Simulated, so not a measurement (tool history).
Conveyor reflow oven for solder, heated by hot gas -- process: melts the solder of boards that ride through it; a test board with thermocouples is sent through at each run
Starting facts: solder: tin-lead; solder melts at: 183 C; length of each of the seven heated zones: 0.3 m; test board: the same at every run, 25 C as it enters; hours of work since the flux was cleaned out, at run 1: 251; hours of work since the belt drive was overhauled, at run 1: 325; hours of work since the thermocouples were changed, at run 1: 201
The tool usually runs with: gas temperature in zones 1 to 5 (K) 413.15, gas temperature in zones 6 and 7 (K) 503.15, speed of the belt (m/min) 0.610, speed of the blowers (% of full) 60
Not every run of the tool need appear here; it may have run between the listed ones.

| run | hour | gas temperature in zones 1 to 5 (K) | gas temperature in zones 6 and 7 (K) | speed of the belt (m/min) | speed of the blowers (% of full) | hours of work since the flux was cleaned out | hours of work since the belt drive was overhauled | hours of work since the thermocouples were changed | highest temperature of the board (K) | time above the solder's melting point (s) |
|---|---|---|---|---|---|---|---|---|---|---|
| 1 | 0.0 | 413.15 | 503.15 | 0.610 | 60 | 251 | 325 | 201 | 485.95 | 41.2 |
| 2 | 23.9 | 413.15 | 503.15 | 0.610 | 60 | 263 | 337 | 213 | 485.85 | 41.3 |
| 3 | 49.7 | 413.15 | 503.15 | 0.610 | 60 | 276 | 350 | 226 | 486.15 | 40.8 |
| 4 | 81.5 | 413.15 | 503.15 | 0.610 | 60 | 292 | 365 | 242 | 485.35 | 41.4 |
| 5 | 102.0 | 413.15 | 503.15 | 0.610 | 60 | 302 | 376 | 252 | 485.05 | 40.9 |
| 6 | 133.8 | 413.15 | 503.15 | 0.530 | 60 | 318 | 391 | 268 | 489.45 | 51.5 |
| 7 | 163.7 | 418.15 | 503.15 | 0.530 | 60 | 332 | 406 | 283 | 489.95 | 53.5 |
| 8 | 182.1 | 418.15 | 503.15 | 0.530 | 60 | 342 | 415 | 292 | 489.65 | 53.5 |
| 9 | 211.3 | 424.15 | 497.15 | 0.518 | 64 | 356 | 430 | 307 | 486.65 | 55.6 |
|  | 219.2 | flux residue cleaned out of gas plates and filters |
| 10 | 250.6 | 413.15 | 516.15 | 0.610 | 60 | 16 | 447 | 324 | 495.25 | 46.7 |
| 11 | 281.4 | 413.15 | 516.15 | 0.610 | 60 | 31 | 462 | 339 | 494.15 | 46.5 |
| 12 | 296.7 | 421.15 | 491.15 | 0.637 | 60 | 39 | 470 | 347 | 474.55 | 32.7 |
| 13 | 312.1 | 399.15 | 517.15 | 0.635 | 65 | 46 | 478 | 354 | 491.85 | 39.6 |
| 14 | 343.0 | 399.15 | 517.15 | 0.635 | 65 | 62 | 493 | 370 | 491.75 | 39.2 |

Expected results for the next run?
| 15 | 376.0 | 413.15 | 494.15 | 0.610 | 60 | 78 | 509 | 386 | ? | ? |

highest temperature of the board (K): 476.35
time above the solder's melting point (s): 33.3
Without the tool's hidden state the same run would have given highest temperature of the board (K) 480.35, time above the solder's melting point (s) 37.8.
